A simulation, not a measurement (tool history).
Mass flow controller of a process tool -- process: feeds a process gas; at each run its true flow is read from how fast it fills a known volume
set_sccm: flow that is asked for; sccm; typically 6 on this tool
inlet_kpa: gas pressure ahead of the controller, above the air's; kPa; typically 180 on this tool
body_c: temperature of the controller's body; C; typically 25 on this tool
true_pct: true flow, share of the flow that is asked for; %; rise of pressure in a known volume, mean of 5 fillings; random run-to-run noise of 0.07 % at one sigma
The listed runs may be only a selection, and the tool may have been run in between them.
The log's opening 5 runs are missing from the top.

run      day  set_sccm  inlet_kpa  body_c  true_pct
  6   49.854         6        180      25     98.11
  7   61.725         6        173      25     98.06
  8   75.883         6        173      25     98.24
  9   86.525         6        173      25     98.31
 10   99.229         6        173      25     98.26
 11  106.283         6        173      25     98.41
 12  114.588         6        180      25     98.51
 13  121.988         6        180      25     98.47
 14  128.162         6        180      25     98.58
 15  137.421        15        180      25     99.96
 16  150.629        15        180      25    100.05
 17  164.692        15        180      25    100.04
 18  170.979        15        180      25    100.08
 19  179.642         6        180      25     98.73
 20  187.638         6        211      33     99.94
 21  199.146         2        228      33     99.56
 22  205.108         2        228      33     99.68
 23  212.454         2        228      33     99.50
 24  223.575         2        218      24     98.63
     233.367  -- controller's zero set anew
 25  234.192         2        218      24     98.79

Predict the results of run 26:
 26  242.271        16        155      34         ?

true_pct: 101.32 %
Were there no unlogged condition in the tool, this run, its random variation unchanged, would have produced true_pct 99.92 %.

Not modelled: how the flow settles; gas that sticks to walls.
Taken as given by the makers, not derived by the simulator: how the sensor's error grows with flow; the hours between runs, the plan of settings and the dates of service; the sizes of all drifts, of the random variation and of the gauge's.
